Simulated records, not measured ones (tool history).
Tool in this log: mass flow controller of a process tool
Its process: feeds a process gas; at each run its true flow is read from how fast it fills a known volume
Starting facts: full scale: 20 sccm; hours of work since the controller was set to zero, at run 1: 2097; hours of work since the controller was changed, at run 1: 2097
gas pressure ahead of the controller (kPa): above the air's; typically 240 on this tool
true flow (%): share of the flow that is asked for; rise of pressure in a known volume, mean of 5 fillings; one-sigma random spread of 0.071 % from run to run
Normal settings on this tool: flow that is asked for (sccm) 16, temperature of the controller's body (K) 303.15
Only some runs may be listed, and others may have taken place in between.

run,hour,flow that is asked for (sccm),gas pressure ahead of the controller (kPa),temperature of the controller's body (K),hours of work since the controller was set to zero,hours of work since the controller was changed,true flow (%)
1,0,16,240,303.15,2097,2097,100
2,230.1,16,240,303.15,2190,2190,100.01
3,424.7,16,240,303.15,2269,2269,100.04
4,641.3,16,240,303.15,2356,2356,100.03
5,914.7,16,176,303.15,2466,2466,100.22
6,1160.3,16,240,312.15,2565,2565,101.02
7,1301.6,11,240,303.15,2622,2622,99.93
8,1580.3,16,141,303.15,2735,2735,100.21
9,1797.2,16,141,303.15,2822,2822,100.37
10,2049.3,16,141,303.15,2924,2924,100.33
11,2248.5,4,141,301.15,3004,3004,101.1
12,2466.5,4,158,303.15,3092,3092,101.12
13,2653.7,4,186,303.15,3168,3168,101.27
# hour 2674.8: controller's zero set anew
14,2840.9,5,157,297.15,67,3243,100.5
15,3041.8,16,253,299.15,148,3324,99.42
16,3300.1,17,246,299.15,252,3428,99.5
17,3434.8,19,262,311.15,307,3482,101
18,3589.9,12,262,293.15,369,3545,98.94
# hour 3614.3: controller's zero set anew, once more
19,3793.1,12,203,293.15,72,3627,98.04
20,4040.1,16,267,296.15,172,3726,98.23

Predict each of these 5 candidate next runs independently; none follows another, all start after run 20:
A,4195.3,7,197,311.15,234,3789,?
B,4195.3,16,240,310.15,234,3789,?
C,4195.3,5,214,296.15,234,3789,?
D,4195.3,16,166,296.15,234,3789,?
E,4195.3,8,195,295.15,234,3789,?

run,true flow (%)
A,99.87
B,100.06
C,98.05
D,98.75
E,98.12
Take away the tool's hidden state, keep each run's random variation, and the runs would have read:
run,true flow (%)
A,100.84
B,101.09
C,98.98
D,99.78
E,99.11
